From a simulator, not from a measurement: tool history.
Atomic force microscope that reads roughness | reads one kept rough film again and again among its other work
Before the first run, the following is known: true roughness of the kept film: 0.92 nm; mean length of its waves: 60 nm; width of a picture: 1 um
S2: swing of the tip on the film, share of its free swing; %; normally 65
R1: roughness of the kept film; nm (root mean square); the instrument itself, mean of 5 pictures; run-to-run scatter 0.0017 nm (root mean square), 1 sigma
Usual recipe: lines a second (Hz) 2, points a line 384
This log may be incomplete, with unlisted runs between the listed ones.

run 1 day=0 | lines_a_second_(Hz)=2 S2=65 points_a_line=384 | R1=0.878
run 2 day=0.496 | lines_a_second_(Hz)=2 S2=65 points_a_line=384 | R1=0.88
run 3 day=1.35 | lines_a_second_(Hz)=2 S2=65 points_a_line=384 | R1=0.881
-- day=1.567 new tip fitted
run 4 day=2.371 | lines_a_second_(Hz)=2 S2=65 points_a_line=384 | R1=0.889
run 5 day=3.133 | lines_a_second_(Hz)=2 S2=65 points_a_line=384 | R1=0.887
run 6 day=3.708 | lines_a_second_(Hz)=0.58 S2=65 points_a_line=384 | R1=0.904
run 7 day=4.325 | lines_a_second_(Hz)=2 S2=65 points_a_line=384 | R1=0.887
run 8 day=5.433 | lines_a_second_(Hz)=2 S2=65 points_a_line=384 | R1=0.883
run 9 day=6.496 | lines_a_second_(Hz)=2 S2=65 points_a_line=384 | R1=0.883
run 10 day=7.292 | lines_a_second_(Hz)=2 S2=65 points_a_line=384 | R1=0.877
run 11 day=7.925 | lines_a_second_(Hz)=2 S2=65 points_a_line=384 | R1=0.882
run 12 day=8.458 | lines_a_second_(Hz)=2 S2=65 points_a_line=384 | R1=0.876
-- day=8.683 new tip fitted
run 13 day=9.288 | lines_a_second_(Hz)=2 S2=65 points_a_line=384 | R1=0.89
run 14 day=9.938 | lines_a_second_(Hz)=2 S2=65 points_a_line=384 | R1=0.888
run 15 day=10.967 | lines_a_second_(Hz)=2 S2=65 points_a_line=384 | R1=0.885
run 16 day=12.017 | lines_a_second_(Hz)=2 S2=65 points_a_line=384 | R1=0.885
run 17 day=12.75 | lines_a_second_(Hz)=2 S2=65 points_a_line=384 | R1=0.885
run 18 day=13.638 | lines_a_second_(Hz)=2 S2=65 points_a_line=384 | R1=0.881
run 19 day=14.367 | lines_a_second_(Hz)=2 S2=65 points_a_line=491 | R1=0.882
run 20 day=15.112 | lines_a_second_(Hz)=2 S2=65 points_a_line=491 | R1=0.88
-- day=15.888 new tip fitted
run 21 day=15.971 | lines_a_second_(Hz)=2 S2=80 points_a_line=384 | R1=0.858
run 22 day=17.062 | lines_a_second_(Hz)=1.35 S2=80 points_a_line=384 | R1=0.876
run 23 day=18.092 | lines_a_second_(Hz)=2 S2=72 points_a_line=384 | R1=0.874
run 24 day=18.946 | lines_a_second_(Hz)=2 S2=73 points_a_line=384 | R1=0.871
run 25 day=19.821 | lines_a_second_(Hz)=2 S2=65 points_a_line=463 | R1=0.887
run 26 day=20.579 | lines_a_second_(Hz)=0.91 S2=65 points_a_line=463 | R1=0.899
run 27 day=21.196 | lines_a_second_(Hz)=0.91 S2=65 points_a_line=463 | R1=0.896
run 28 day=22.271 | lines_a_second_(Hz)=1.24 S2=76 points_a_line=384 | R1=0.878
-- day=23.054 new tip fitted
run 29 day=23.383 | lines_a_second_(Hz)=1.24 S2=76 points_a_line=384 | R1=0.888
run 30 day=24.062 | lines_a_second_(Hz)=1.01 S2=66 points_a_line=983 | R1=0.905
run 31 day=24.633 | lines_a_second_(Hz)=1.49 S2=86 points_a_line=384 | R1=0.858
run 32 day=25.2 | lines_a_second_(Hz)=1.49 S2=86 points_a_line=384 | R1=0.856
run 33 day=26.242 | lines_a_second_(Hz)=3.94 S2=69 points_a_line=285 | R1=0.849
run 34 day=27.3 | lines_a_second_(Hz)=3.94 S2=69 points_a_line=285 | R1=0.845
run 35 day=28.238 | lines_a_second_(Hz)=1.61 S2=61 points_a_line=285 | R1=0.894
run 36 day=29.212 | lines_a_second_(Hz)=1.61 S2=61 points_a_line=285 | R1=0.892
run 37 day=30.1 | lines_a_second_(Hz)=1.08 S2=81 points_a_line=495 | R1=0.872
-- day=30.233 new tip fitted
run 38 day=30.838 | lines_a_second_(Hz)=3.75 S2=72 points_a_line=384 | R1=0.847
run 39 day=31.529 | lines_a_second_(Hz)=2.48 S2=66 points_a_line=635 | R1=0.884
run 40 day=32.512 | lines_a_second_(Hz)=2.48 S2=66 points_a_line=635 | R1=0.88
run 41 day=33.467 | lines_a_second_(Hz)=2.31 S2=65 points_a_line=581 | R1=0.886
run 42 day=34.15 | lines_a_second_(Hz)=1.73 S2=61 points_a_line=787 | R1=0.898
run 43 day=35.1 | lines_a_second_(Hz)=1.73 S2=61 points_a_line=787 | R1=0.896
run 44 day=36.196 | lines_a_second_(Hz)=1.73 S2=69 points_a_line=366 | R1=0.88
run 45 day=36.938 | lines_a_second_(Hz)=1.73 S2=69 points_a_line=366 | R1=0.88
-- day=37.4 new tip fitted
run 46 day=37.967 | lines_a_second_(Hz)=2.85 S2=60 points_a_line=384 | R1=0.892
run 47 day=38.908 | lines_a_second_(Hz)=2.85 S2=65 points_a_line=384 | R1=0.879
run 48 day=39.55 | lines_a_second_(Hz)=1.61 S2=72 points_a_line=914 | R1=0.887
run 49 day=40.529 | lines_a_second_(Hz)=1.81 S2=86 points_a_line=480 | R1=0.846
run 50 day=41.325 | lines_a_second_(Hz)=1.4 S2=65 points_a_line=280 | R1=0.895
run 51 day=41.992 | lines_a_second_(Hz)=1 S2=57 points_a_line=280 | R1=0.905
run 52 day=42.858 | lines_a_second_(Hz)=1 S2=58 points_a_line=665 | R1=0.906
run 53 day=43.358 | lines_a_second_(Hz)=2.27 S2=77 points_a_line=384 | R1=0.855

Branching from run 53: 3 alternative next runs. What would each branch give?
run A day=43.817 | lines_a_second_(Hz)=2.24 S2=81 points_a_line=384 | R1=?
run B day=43.817 | lines_a_second_(Hz)=1.27 S2=77 points_a_line=384 | R1=?
run C day=43.817 | lines_a_second_(Hz)=2.21 S2=74 points_a_line=901 | R1=?

run=A R1=0.84
run=B R1=0.876
run=C R1=0.861
Without the tool's unlogged condition, the same runs would have read:
run=A R1=0.843
run=B R1=0.879
run=C R1=0.864
